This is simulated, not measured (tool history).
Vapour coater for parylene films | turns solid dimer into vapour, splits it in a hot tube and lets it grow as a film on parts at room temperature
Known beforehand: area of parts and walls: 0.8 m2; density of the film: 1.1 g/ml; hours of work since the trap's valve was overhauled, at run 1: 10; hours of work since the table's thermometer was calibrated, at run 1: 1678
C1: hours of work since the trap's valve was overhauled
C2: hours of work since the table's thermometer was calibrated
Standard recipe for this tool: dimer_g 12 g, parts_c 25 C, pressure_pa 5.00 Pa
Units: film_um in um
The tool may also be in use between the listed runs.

Run 1, hour 0.0: usual settings; C1 10; C2 1678. Result: film_um 8.54 um.
Run 2, hour 33.3: usual settings; C1 38; C2 1705. Result: film_um 8.66 um.
Run 3, hour 57.9: usual settings but parts_c 31 C; C1 58; C2 1725. Result: film_um 7.37 um.
Run 4, hour 101.7: usual settings but parts_c 31 C; C1 94; C2 1761. Result: film_um 7.13 um.
Run 5, hour 129.4: usual settings; C1 117; C2 1784. Result: film_um 8.24 um.
Run 6, hour 160.2: usual settings but dimer_g 13 g; C1 142; C2 1809. Result: film_um 8.91 um.
Run 7, hour 187.7: usual settings; C1 164; C2 1832. Result: film_um 8.13 um.
Run 8, hour 230.7: usual settings; C1 200; C2 1867. Result: film_um 8.03 um.
Run 9, hour 259.9: usual settings; C1 224; C2 1891. Result: film_um 7.97 um.
Run 10, hour 297.4: usual settings; C1 254; C2 1922. Result: film_um 8.06 um.
At hour 338.6: trap's valve overhauled.
Run 11, hour 352.6: usual settings; C1 12; C2 1964. Result: film_um 8.53 um.
Run 12, hour 403.1: usual settings; C1 53; C2 2005. Result: film_um 8.50 um.
Run 13, hour 437.8: usual settings; C1 81; C2 2034. Result: film_um 8.43 um.
Run 14, hour 488.6: usual settings but pressure_pa 6.21 Pa; C1 123; C2 2075. Result: film_um 8.24 um.
Run 15, hour 537.6: usual settings but dimer_g 16 g; C1 163; C2 2116. Result: film_um 10.91 um.
Run 16, hour 568.3: usual settings but pressure_pa 3.11 Pa; C1 189; C2 2141. Result: film_um 8.38 um.
Run 17, hour 617.5: usual settings but pressure_pa 3.11 Pa; C1 229; C2 2181. Result: film_um 8.28 um.
Run 18, hour 672.6: usual settings but pressure_pa 3.11 Pa; C1 274; C2 2227. Result: film_um 8.24 um.
At hour 689.6: trap's valve overhauled.
Run 19, hour 712.9: usual settings but pressure_pa 3.11 Pa; C1 19; C2 2256. Result: film_um 8.76 um.
Run 20, hour 743.2: usual settings but dimer_g 11 g, parts_c 20 C, pressure_pa 3.78 Pa; C1 44; C2 2281. Result: film_um 8.98 um.
At hour 773.8: table's thermometer calibrated.
Run 21, hour 793.0: usual settings but dimer_g 15 g, parts_c 23 C, pressure_pa 2.89 Pa; C1 84; C2 16. Result: film_um 11.74 um.
Run 22, hour 844.2: usual settings but dimer_g 13 g, parts_c 32 C, pressure_pa 6.35 Pa; C1 126; C2 58. Result: film_um 7.64 um.
Run 23, hour 876.1: usual settings but dimer_g 13 g, parts_c 32 C, pressure_pa 6.35 Pa; C1 152; C2 84. Result: film_um 7.55 um.
Run 24, hour 920.5: usual settings but dimer_g 13 g, parts_c 32 C, pressure_pa 6.35 Pa; C1 189; C2 120. Result: film_um 7.51 um.

What does the tool deliver on the next run?
Run 25, hour 953.3: usual settings but pressure_pa 7.33 Pa; C1 216; C2 147. Result: film_um ?.

film_um: 8.07 um
With no hidden state in the tool, this same run would have given film_um 8.67 um.
